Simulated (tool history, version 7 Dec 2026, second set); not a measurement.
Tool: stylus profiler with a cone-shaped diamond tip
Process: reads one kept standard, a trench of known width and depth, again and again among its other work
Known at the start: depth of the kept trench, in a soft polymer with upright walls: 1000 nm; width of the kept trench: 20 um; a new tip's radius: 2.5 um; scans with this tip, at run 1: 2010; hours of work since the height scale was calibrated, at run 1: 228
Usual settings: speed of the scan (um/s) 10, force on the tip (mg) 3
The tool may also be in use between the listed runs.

run	hour	speed of the scan (um/s)	force on the tip (mg)	scans with this tip	hours of work since the height scale was calibrated	depth of the trench (Å)	width of the trench's floor (µm)
1	0	10	3	2010	228	10135.2	16.02
2	21.5	7	3	2142	243	10135.2	15.98
3	46.4	11	3	2294	261	10139	16
4	87	11	3	2543	289	10134	15.96
5	119	11	3	2739	311	10136	15.95
6	149.4	10	3	2925	332	10133.3	15.97
7	188.9	12	1.17	3167	360	10068.4	15.96
8	230.9	12	1.17	3424	389	10070.6	15.93
9	260.4	12	1.17	3604	409	10070.1	15.98
10	294.4	12	1.17	3812	433	10074	15.98
11	339.2	12	1.17	4087	464	10071.2	15.96
12	382.9	11	1.36	4354	495	10077.8	15.94

Forecast each of these 5 alternatives for the next run:
A	401.3	22	7.22	4467	507	?	?
B	401.3	11	7.17	4467	507	?	?
C	401.3	11	2.06	4467	507	?	?
D	401.3	4	5.26	4467	507	?	?
E	401.3	12	1.3	4467	507	?	?

run	depth of the trench (Å)	width of the trench's floor (µm)
A	10244.8	15.98
B	10239.6	15.98
C	10101.4	16.01
D	10198.2	15.96
E	10075.1	15.98
Without the tool's hidden state the same runs would have given:
run	depth of the trench (Å)	width of the trench's floor (µm)
A	10244.9	15.98
B	10239.7	15.99
C	10101.5	16.02
D	10198.3	15.97
E	10075.2	15.98
